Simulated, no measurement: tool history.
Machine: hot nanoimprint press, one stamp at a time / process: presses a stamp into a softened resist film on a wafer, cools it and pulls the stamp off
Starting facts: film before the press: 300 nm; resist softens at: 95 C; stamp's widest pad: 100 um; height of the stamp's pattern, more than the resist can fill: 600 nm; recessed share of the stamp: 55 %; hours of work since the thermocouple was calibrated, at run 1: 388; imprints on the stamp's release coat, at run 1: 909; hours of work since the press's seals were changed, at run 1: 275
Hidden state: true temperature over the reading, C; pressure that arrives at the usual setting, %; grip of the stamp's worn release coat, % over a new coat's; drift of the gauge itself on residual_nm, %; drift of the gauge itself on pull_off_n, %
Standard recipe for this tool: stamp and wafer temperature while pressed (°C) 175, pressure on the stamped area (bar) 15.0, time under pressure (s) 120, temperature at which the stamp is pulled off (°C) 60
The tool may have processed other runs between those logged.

run    hour  stamp and wafer temperature while pressed (°C)  pressure on the stamped area (bar)  time under pressure (s)  temperature at which the stamp is pulled off (°C)  hours of work since the thermocouple was calibrated  imprints on the stamp's release coat  hours of work since the press's seals were changed  resist left under the stamp's widest pad (Å)  greatest force while the stamp is pulled off (N)
  1     0.0                                             175                                15.0                      120                                                 60                                                  388                                   909                                                 275                                          1672                                               131
  2    25.9                                             175                                15.0                      212                                                 60                                                  403                                   998                                                 289                                          1364                                               132
  3    68.9                                             175                                15.0                      120                                                 60                                                  427                                  1146                                                 314                                          1664                                               136
  4   106.5                                             175                                15.0                      120                                                 60                                                  448                                  1275                                                 335                                          1666                                               137
      117.8  -- plate thermocouple calibrated
  5   167.6                                             175                                15.0                      120                                                 60                                                   28                                  1475                                                 368                                          1649                                               135
  6   213.8                                             175                                15.0                      120                                                 60                                                   54                                  1634                                                 394                                          1650                                               138
  7   264.8                                             175                                15.0                      120                                                 64                                                   83                                  1809                                                 423                                          1648                                               134
  8   306.4                                             175                                15.0                      120                                                 60                                                  107                                  1953                                                 446                                          1649                                               142
      343.4  -- plate thermocouple calibrated, once more
  9   348.3                                             175                                15.0                      120                                                 60                                                    3                                  2086                                                 468                                          1709                                               156
 10   395.4                                             175                                15.0                      120                                                 60                                                   29                                  2248                                                 495                                          1709                                               154
      415.7  -- stamp cleaned and given a new release coat
      441.9  -- press's hydraulic seals changed and the load cell set to zero
 11   456.3                                             175                                15.0                      120                                                 60                                                   56                                   112                                                   8                                          1678                                               125
 12   483.0                                             175                                15.0                      120                                                 60                                                   71                                   203                                                  23                                          1678                                               121
 13   525.0                                             175                                15.0                      120                                                 60                                                   95                                   348                                                  47                                          1672                                               126
 14   557.1                                             175                                15.0                      120                                                 60                                                  113                                   458                                                  65                                          1677                                               129
 15   619.3                                             175                                15.0                      108                                                 60                                                  148                                   672                                                 100                                          1730                                               130
 16   658.7                                             176                                21.7                      108                                                 60                                                  170                                   808                                                 123                                          1453                                               135
 17   703.4                                             182                                11.0                      120                                                 60                                                  196                                   961                                                 148                                          1547                                               128
 18   758.1                                             175                                15.0                      117                                                 60                                                  227                                  1149                                                 179                                          1685                                               137
 19   807.3                                             187                                 9.1                      120                                                 60                                                  255                                  1319                                                 207                                          1443                                               135
 20   839.6                                             165                                17.2                      120                                                 60                                                  273                                  1430                                                 225                                          2089                                               138
 21   880.8                                             175                                14.3                      120                                                 50                                                  296                                  1571                                                 248                                          1697                                               160
 22   932.5                                             175                                14.3                      120                                                 50                                                  325                                  1749                                                 277                                          1690                                               167
 23   983.8                                             175                                14.3                      120                                                 50                                                  354                                  1926                                                 307                                          1698                                               168
 24  1024.7                                             175                                22.4                      120                                                 55                                                  377                                  2067                                                 330                                          1417                                               159
 25  1063.2                                             175                                22.4                      120                                                 55                                                  399                                  2199                                                 351                                          1419                                               157
     1097.6  -- stamp cleaned and given a new release coat
 26  1131.0                                             175                                22.4                      120                                                 55                                                  434                                   115                                                 386                                          1417                                               126
 27  1160.5                                             175                                22.4                      120                                                 55                                                  451                                   216                                                 403                                          1421                                               132
     1168.0  -- plate thermocouple calibrated
 28  1203.3                                             175                                22.4                      120                                                 55                                                   20                                   353                                                 426                                          1471                                               138
 29  1260.6                                             183                                21.2                      228                                                 59                                                   52                                   550                                                 458                                           889                                               131

The same runs without the tool's hidden state, with the same run-to-run variation:
run  resist left under the stamp's widest pad (Å)  greatest force while the stamp is pulled off (N)
  1                                          1698                                               121
  2                                          1389                                               121
  3                                          1693                                               123
  4                                          1695                                               122
  5                                          1694                                               119
  6                                          1697                                               120
  7                                          1696                                               115
  8                                          1698                                               121
  9                                          1695                                               128
 10                                          1697                                               125
 11                                          1695                                               124
 12                                          1696                                               120
 13                                          1692                                               122
 14                                          1697                                               124
 15                                          1752                                               122
 16                                          1472                                               125
 17                                          1571                                               117
 18                                          1711                                               124
 19                                          1468                                               119
 20                                          2119                                               122
 21                                          1728                                               139
 22                                          1722                                               143
 23                                          1732                                               142
 24                                          1441                                               133
 25                                          1443                                               129
 26                                          1442                                               126
 27                                          1446                                               132
 28                                          1441                                               133
 29                                           870                                               125
